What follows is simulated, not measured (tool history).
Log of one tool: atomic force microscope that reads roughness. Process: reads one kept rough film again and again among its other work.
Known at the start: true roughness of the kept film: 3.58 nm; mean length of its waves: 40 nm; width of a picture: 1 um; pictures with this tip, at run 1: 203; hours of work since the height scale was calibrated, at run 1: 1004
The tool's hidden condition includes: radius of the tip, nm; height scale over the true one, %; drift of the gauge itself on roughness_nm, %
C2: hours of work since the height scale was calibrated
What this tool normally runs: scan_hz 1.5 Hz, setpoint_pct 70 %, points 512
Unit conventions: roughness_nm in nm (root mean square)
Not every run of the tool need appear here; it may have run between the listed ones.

{"run": 1, "hour": 0.0, "scan_hz": 1.5, "setpoint_pct": 70, "points": 512, "pictures with this tip": 203, "C2": 1004, "roughness_nm": 2.9}
{"run": 2, "hour": 30.2, "scan_hz": 1.5, "setpoint_pct": 57, "points": 512, "pictures with this tip": 250, "C2": 1021, "roughness_nm": 2.956}
{"hour": 52.6, "done": "new tip fitted"}
{"run": 3, "hour": 61.8, "scan_hz": 1.5, "setpoint_pct": 57, "points": 512, "pictures with this tip": 15, "C2": 1038, "roughness_nm": 3.259}
{"run": 4, "hour": 101.1, "scan_hz": 1.5, "setpoint_pct": 87, "points": 512, "pictures with this tip": 76, "C2": 1060, "roughness_nm": 2.819}
{"run": 5, "hour": 144.9, "scan_hz": 1.5, "setpoint_pct": 87, "points": 512, "pictures with this tip": 145, "C2": 1084, "roughness_nm": 2.738}
{"run": 6, "hour": 189.1, "scan_hz": 1.5, "setpoint_pct": 87, "points": 512, "pictures with this tip": 214, "C2": 1108, "roughness_nm": 2.654}
{"run": 7, "hour": 213.0, "scan_hz": 1.5, "setpoint_pct": 70, "points": 512, "pictures with this tip": 251, "C2": 1121, "roughness_nm": 2.852}
{"hour": 236.8, "done": "new tip fitted"}
{"run": 8, "hour": 251.7, "scan_hz": 1.5, "setpoint_pct": 70, "points": 512, "pictures with this tip": 23, "C2": 1142, "roughness_nm": 3.148}
{"run": 9, "hour": 280.9, "scan_hz": 1.5, "setpoint_pct": 70, "points": 512, "pictures with this tip": 69, "C2": 1159, "roughness_nm": 3.066}
{"run": 10, "hour": 305.7, "scan_hz": 1.5, "setpoint_pct": 70, "points": 512, "pictures with this tip": 107, "C2": 1172, "roughness_nm": 3.049}
{"run": 11, "hour": 342.7, "scan_hz": 1.5, "setpoint_pct": 70, "points": 512, "pictures with this tip": 165, "C2": 1193, "roughness_nm": 2.962}
{"run": 12, "hour": 379.1, "scan_hz": 1.5, "setpoint_pct": 70, "points": 689, "pictures with this tip": 222, "C2": 1213, "roughness_nm": 2.891}
{"run": 13, "hour": 414.4, "scan_hz": 1.5, "setpoint_pct": 70, "points": 689, "pictures with this tip": 278, "C2": 1232, "roughness_nm": 2.856}
{"hour": 419.8, "done": "new tip fitted"}
{"run": 14, "hour": 446.3, "scan_hz": 1.5, "setpoint_pct": 70, "points": 689, "pictures with this tip": 42, "C2": 1249, "roughness_nm": 3.113}
{"hour": 451.3, "done": "height scale calibrated on a step standard"}
{"run": 15, "hour": 480.7, "scan_hz": 0.53, "setpoint_pct": 71, "points": 393, "pictures with this tip": 94, "C2": 16, "roughness_nm": 3.188}
{"run": 16, "hour": 511.5, "scan_hz": 0.5, "setpoint_pct": 70, "points": 351, "pictures with this tip": 142, "C2": 33, "roughness_nm": 3.119}
{"run": 17, "hour": 545.3, "scan_hz": 1.33, "setpoint_pct": 61, "points": 274, "pictures with this tip": 195, "C2": 52, "roughness_nm": 2.972}
{"run": 18, "hour": 576.6, "scan_hz": 1.33, "setpoint_pct": 61, "points": 274, "pictures with this tip": 244, "C2": 69, "roughness_nm": 2.909}
{"hour": 603.3, "done": "new tip fitted"}
{"run": 19, "hour": 612.9, "scan_hz": 2.53, "setpoint_pct": 63, "points": 274, "pictures with this tip": 15, "C2": 89, "roughness_nm": 3.109}
{"run": 20, "hour": 657.7, "scan_hz": 1.23, "setpoint_pct": 60, "points": 486, "pictures with this tip": 85, "C2": 113, "roughness_nm": 3.17}
{"run": 21, "hour": 696.6, "scan_hz": 1.5, "setpoint_pct": 55, "points": 512, "pictures with this tip": 146, "C2": 135, "roughness_nm": 3.09}
{"hour": 720.0, "done": "height scale calibrated on a step standard, once more"}
{"run": 22, "hour": 724.4, "scan_hz": 1.5, "setpoint_pct": 66, "points": 519, "pictures with this tip": 188, "C2": 2, "roughness_nm": 2.913}
{"run": 23, "hour": 757.1, "scan_hz": 0.55, "setpoint_pct": 66, "points": 909, "pictures with this tip": 239, "C2": 20, "roughness_nm": 2.989}
{"run": 24, "hour": 784.9, "scan_hz": 0.55, "setpoint_pct": 66, "points": 909, "pictures with this tip": 282, "C2": 36, "roughness_nm": 2.918}
{"hour": 789.3, "done": "new tip fitted"}
{"run": 25, "hour": 811.5, "scan_hz": 0.55, "setpoint_pct": 66, "points": 258, "pictures with this tip": 35, "C2": 50, "roughness_nm": 3.195}

Here are 3 independent what-if runs from the current tool condition. What would each one return?
{"run": "A", "hour": 849.6, "scan_hz": 0.55, "setpoint_pct": 65, "points": 258, "pictures with this tip": 95, "C2": 71, "roughness_nm": "?"}
{"run": "B", "hour": 849.6, "scan_hz": 0.55, "setpoint_pct": 66, "points": 813, "pictures with this tip": 95, "C2": 71, "roughness_nm": "?"}
{"run": "C", "hour": 849.6, "scan_hz": 0.93, "setpoint_pct": 67, "points": 258, "pictures with this tip": 95, "C2": 71, "roughness_nm": "?"}

run=A roughness_nm=3.139
run=B roughness_nm=3.166
run=C roughness_nm=3.1
Stripped of hidden state, with their random variation kept, the same runs would have yielded:
run=A roughness_nm=3.278
run=B roughness_nm=3.307
run=C roughness_nm=3.237
